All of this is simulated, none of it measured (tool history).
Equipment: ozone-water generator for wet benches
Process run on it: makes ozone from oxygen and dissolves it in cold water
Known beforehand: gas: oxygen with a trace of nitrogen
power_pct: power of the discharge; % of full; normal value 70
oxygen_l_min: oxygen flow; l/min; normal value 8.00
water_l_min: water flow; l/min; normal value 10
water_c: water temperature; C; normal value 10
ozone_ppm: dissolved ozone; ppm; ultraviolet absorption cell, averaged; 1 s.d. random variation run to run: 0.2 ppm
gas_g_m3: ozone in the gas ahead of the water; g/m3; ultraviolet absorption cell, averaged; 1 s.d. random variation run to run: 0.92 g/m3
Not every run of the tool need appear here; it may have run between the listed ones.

run    hour  power_pct  oxygen_l_min  water_l_min  water_c  ozone_ppm  gas_g_m3
  1     0.0         70          8.00           10       10       24.8     141.1
  2   174.5         70          8.00           10       10       25.3     140.1
  3   367.3         70          8.00           10       10       25.2     140.7
  4   479.2         70          8.00           10       10       25.1     138.2
  5   622.0         70          8.00           10       10       24.8     139.0
  6   720.3         70         12.89           10       10       24.4     118.1
  7   842.2         70          8.00           10       10       24.6     137.8
  8   952.1         70          8.00           10       10       24.7     138.8
  9  1065.1         70          8.00           10       10       24.9     137.4
 10  1176.2         70          8.00           10       10       24.4     137.8
 11  1316.2         70          8.00           10       10       24.7     135.6
 12  1477.9         88          8.00           10       10       28.4     159.0
 13  1659.2         88          8.00           10       10       28.7     159.4
 14  1749.9         70          9.94            7       10       30.8     125.7
 15  1959.3         70         11.78           10       11       23.2     118.8
 16  2053.3         62          5.53           10        6       23.9     142.5
 17  2204.3         97          8.00            9       10       32.8     168.7
 18  2400.0         59          8.00            7       10       27.3     120.4
 19  2534.0         59          8.00           15       10       15.1     119.9
 20  2656.1         59          8.00           15       10       15.2     120.8
 21  2757.8         70          8.00           15       10       16.9     133.8
 22  2843.6         48          4.90           15       10       12.5     124.9
 23  3010.5         40         13.53           10       10       15.9      77.0
     3142.9  -- water thermometer calibrated
 24  3198.9         40         13.53           10       10       16.0      77.4

What if the next run were any one of these 5? Each begins from the tool's condition after run 24:
  A  3398.8         70          8.00            8       10          ?         ?
  B  3398.8         91         13.53            6       17          ?         ?
  C  3398.8         70          9.45           13       10          ?         ?
  D  3398.8         70          8.23           10       10          ?         ?
  E  3398.8         40          7.90           10        6          ?         ?

run  ozone_ppm  gas_g_m3
  A       27.8     133.0
  B       30.2     132.9
  C       19.3     125.8
  D       23.9     131.7
  E       17.9      93.4
Without the tool's unlogged condition, the same runs would have read:
run  ozone_ppm  gas_g_m3
  A       33.4     154.7
  B       37.0     159.0
  C       23.4     146.3
  D       28.9     153.2
  E       20.4     102.5
